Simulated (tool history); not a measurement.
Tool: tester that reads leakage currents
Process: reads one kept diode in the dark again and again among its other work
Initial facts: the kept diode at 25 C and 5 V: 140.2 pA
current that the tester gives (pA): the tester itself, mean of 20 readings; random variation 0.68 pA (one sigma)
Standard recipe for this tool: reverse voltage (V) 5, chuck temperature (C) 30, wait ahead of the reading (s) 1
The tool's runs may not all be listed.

run    hour  reverse voltage (V)  chuck temperature (C)  wait ahead of the reading (s)  current that the tester gives (pA)
  1       0                    5                     30                              1                              227.51
  2    59.8                 2.49                     30                              1                              175.09
  3   105.4                 2.49                     30                              1                              173.77
  4   149.4                    5                     30                              1                              224.01
  5   181.9                    5                     30                              1                              224.01
  6   228.5                    5                     30                              1                              223.36
  7   265.2                    5                     30                              1                              223.07
      273.9  -- probe card cleaned and baked
  8   302.8                    5                     30                              1                              227.01
  9   356.1                    5                     30                              1                              225.24
 10   386.9                    5                     30                              1                              224.52
 11   423.7                    5                     30                              1                              224.82
 12   451.9                    5                     30                              1                              222.44
 13   487.4                 2.14                     45                           0.53                              594.85
 14     545                 2.14                     45                           0.53                              589.71
        608  -- probe card cleaned and baked, once more
 15   608.4                10.73                     53                           0.51                             1990.17
 16   666.1                10.73                     53                           0.51                             1992.91
 17   733.1                10.73                     53                           0.51                             1976.04
 18   778.6                10.73                     53                           0.51                             1970.33
 19   826.4                    5                     30                           0.46                              202.87
 20   878.9                    5                     30                           0.46                              201.51
 21   927.2                 2.92                     30                              1                              166.48
 22   974.4                 2.92                     30                              1                              165.62
 23  1016.7                 2.92                     30                              1                              163.58
 24    1064                 9.05                     30                              1                              245.43

Pick out some run-to-run changes in current that the tester gives (pA). Of each, how much would a tool without hidden state show as well, from the settings, what came in and chance, and how much is left for the hidden state and any gauge scatter not in both results compared?
Hidden conditions of the tool in this case: stray current of the dirty probe card, pA a volt; current scale over the true one, %; true chuck temperature over the reading, C; drift of the gauge itself on leakage_pa, %.
Run 14 -> 15: reverse voltage (V) 2.14 -> 10.73, chuck temperature (C) 45 -> 53, wait ahead of the reading (s) 0.53 -> 0.51, probe card cleaned and baked, once more. current that the tester gives (pA) +1400.46: hidden state -116.68, all else +1517.14.
Run 18 -> 19: reverse voltage (V) 10.73 -> 5, chuck temperature (C) 53 -> 30, wait ahead of the reading (s) 0.51 -> 0.46. current that the tester gives (pA) -1767.46: hidden state +164.31, all else -1931.77.

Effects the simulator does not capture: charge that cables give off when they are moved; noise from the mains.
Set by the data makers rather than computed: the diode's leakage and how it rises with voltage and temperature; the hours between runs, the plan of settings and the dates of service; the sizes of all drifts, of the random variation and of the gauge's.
